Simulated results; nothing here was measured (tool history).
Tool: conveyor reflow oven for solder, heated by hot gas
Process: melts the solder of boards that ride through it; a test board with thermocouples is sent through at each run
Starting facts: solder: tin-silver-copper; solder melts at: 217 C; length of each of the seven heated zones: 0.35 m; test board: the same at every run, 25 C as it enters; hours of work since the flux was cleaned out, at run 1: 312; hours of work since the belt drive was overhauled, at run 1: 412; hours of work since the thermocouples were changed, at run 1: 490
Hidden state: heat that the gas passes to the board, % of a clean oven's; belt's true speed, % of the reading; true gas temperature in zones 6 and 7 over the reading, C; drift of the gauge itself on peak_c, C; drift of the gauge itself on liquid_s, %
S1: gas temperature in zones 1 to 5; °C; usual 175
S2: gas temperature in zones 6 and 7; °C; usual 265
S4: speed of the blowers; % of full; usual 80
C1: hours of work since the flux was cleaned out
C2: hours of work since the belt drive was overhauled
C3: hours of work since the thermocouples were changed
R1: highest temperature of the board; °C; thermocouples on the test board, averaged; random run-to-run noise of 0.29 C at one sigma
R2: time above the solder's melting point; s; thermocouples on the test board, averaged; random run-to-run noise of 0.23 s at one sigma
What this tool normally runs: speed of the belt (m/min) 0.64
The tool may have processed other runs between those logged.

run 1 hour=0 | S1=175 S2=265 speed_of_the_belt_(m/min)=0.64 S4=80 | C1=312 C2=412 C3=490 | R1=250.3 R2=48.9
run 2 hour=24.4 | S1=175 S2=265 speed_of_the_belt_(m/min)=0.64 S4=61 | C1=323 C2=423 C3=501 | R1=247 R2=45.5
run 3 hour=56.4 | S1=175 S2=265 speed_of_the_belt_(m/min)=0.64 S4=61 | C1=337 C2=437 C3=515 | R1=246.4 R2=45.3
run 4 hour=70.8 | S1=175 S2=265 speed_of_the_belt_(m/min)=0.682 S4=80 | C1=343 C2=443 C3=522 | R1=248.3 R2=44
run 5 hour=104.9 | S1=175 S2=265 speed_of_the_belt_(m/min)=0.64 S4=80 | C1=358 C2=458 C3=537 | R1=250.2 R2=48.4
run 6 hour=138 | S1=175 S2=263 speed_of_the_belt_(m/min)=0.64 S4=80 | C1=373 C2=473 C3=551 | R1=248.6 R2=47.5
run 7 hour=152.2 | S1=175 S2=265 speed_of_the_belt_(m/min)=0.64 S4=51 | C1=379 C2=479 C3=557 | R1=244.5 R2=42.2
run 8 hour=167 | S1=175 S2=265 speed_of_the_belt_(m/min)=0.64 S4=51 | C1=385 C2=486 C3=564 | R1=243.7 R2=42.2
run 9 hour=188 | S1=175 S2=265 speed_of_the_belt_(m/min)=0.64 S4=78 | C1=395 C2=495 C3=573 | R1=249.5 R2=47.8
run 10 hour=203 | S1=175 S2=265 speed_of_the_belt_(m/min)=0.617 S4=80 | C1=401 C2=502 C3=580 | R1=250.6 R2=50.9
run 11 hour=230.8 | S1=175 S2=265 speed_of_the_belt_(m/min)=0.617 S4=80 | C1=413 C2=514 C3=592 | R1=251.1 R2=51.3
run 12 hour=257.4 | S1=175 S2=265 speed_of_the_belt_(m/min)=0.617 S4=80 | C1=425 C2=525 C3=604 | R1=250.6 R2=50.9
run 13 hour=275.8 | S1=175 S2=265 speed_of_the_belt_(m/min)=0.64 S4=80 | C1=433 C2=534 C3=612 | R1=249.4 R2=48.1
run 14 hour=294.4 | S1=175 S2=265 speed_of_the_belt_(m/min)=0.64 S4=80 | C1=441 C2=542 C3=620 | R1=249.2 R2=48
run 15 hour=321.3 | S1=175 S2=265 speed_of_the_belt_(m/min)=0.64 S4=80 | C1=453 C2=554 C3=632 | R1=249.2 R2=48
run 16 hour=338.5 | S1=175 S2=267 speed_of_the_belt_(m/min)=0.532 S4=80 | C1=461 C2=561 C3=639 | R1=255.5 R2=63.7
-- hour=348.4 flux residue cleaned out of gas plates and filters
run 17 hour=364.6 | S1=175 S2=267 speed_of_the_belt_(m/min)=0.669 S4=70 | C1=7 C2=570 C3=648 | R1=251.5 R2=47.5
run 18 hour=393.8 | S1=168 S2=255 speed_of_the_belt_(m/min)=0.727 S4=67 | C1=20 C2=583 C3=661 | R1=236.2 R2=30.4
run 19 hour=413.1 | S1=179 S2=272 speed_of_the_belt_(m/min)=0.64 S4=80 | C1=28 C2=592 C3=670 | R1=259 R2=55.9
run 20 hour=443.9 | S1=179 S2=272 speed_of_the_belt_(m/min)=0.64 S4=80 | C1=42 C2=605 C3=683 | R1=259.4 R2=55.6
run 21 hour=476.8 | S1=179 S2=272 speed_of_the_belt_(m/min)=0.64 S4=80 | C1=56 C2=620 C3=698 | R1=258.9 R2=55.5
run 22 hour=490.6 | S1=185 S2=272 speed_of_the_belt_(m/min)=0.763 S4=82 | C1=63 C2=626 C3=704 | R1=255.3 R2=46.1
run 23 hour=505.1 | S1=185 S2=272 speed_of_the_belt_(m/min)=0.763 S4=82 | C1=69 C2=632 C3=710 | R1=255.6 R2=46.2
run 24 hour=537.4 | S1=167 S2=265 speed_of_the_belt_(m/min)=0.64 S4=72 | C1=83 C2=646 C3=724 | R1=249.5 R2=46.4
run 25 hour=562 | S1=164 S2=265 speed_of_the_belt_(m/min)=0.64 S4=80 | C1=94 C2=657 C3=735 | R1=249.9 R2=46.6
run 26 hour=579.9 | S1=164 S2=265 speed_of_the_belt_(m/min)=0.64 S4=80 | C1=102 C2=665 C3=743 | R1=250.8 R2=46.4
run 27 hour=604.9 | S1=164 S2=265 speed_of_the_belt_(m/min)=0.64 S4=80 | C1=113 C2=676 C3=754 | R1=250.2 R2=45.8
-- hour=632.6 thermocouples of zones 6 and 7 changed
run 28 hour=636.3 | S1=181 S2=271 speed_of_the_belt_(m/min)=0.522 S4=80 | C1=126 C2=689 C3=2 | R1=263.8 R2=72.4
run 29 hour=651.8 | S1=181 S2=271 speed_of_the_belt_(m/min)=0.522 S4=80 | C1=132 C2=696 C3=8 | R1=263.9 R2=72.2
run 30 hour=682.9 | S1=170 S2=273 speed_of_the_belt_(m/min)=0.64 S4=81 | C1=146 C2=709 C3=22 | R1=259.7 R2=52.8

What differs in the tool's unlogged condition from the final listed run ahead of each entry between runs to the first listed run following it?
After run 16, before run 17: flux residue cleaned out of gas plates and filters (hour 348.4)
  heat that the gas passes to the board, % of a clean oven's: 82.5 -> 99.6; belt's true speed, % of the reading: 99.42 -> 99.41; true gas temperature in zones 6 and 7 over the reading, C: -0.98 -> -1
  measured less the result without the state, R1: -3.8 -> -0.8 °C; R2: -2.6 -> -0.2 s
After run 27, before run 28: thermocouples of zones 6 and 7 changed (hour 632.6)
  heat that the gas passes to the board, % of a clean oven's: 95.2 -> 94.7; belt's true speed, % of the reading: 99.3 -> 99.29; true gas temperature in zones 6 and 7 over the reading, C: -1.19 -> 0.2
  measured less the result without the state, R1: -1.9 -> -0.4 °C; R2: -1.1 -> +0.2 s
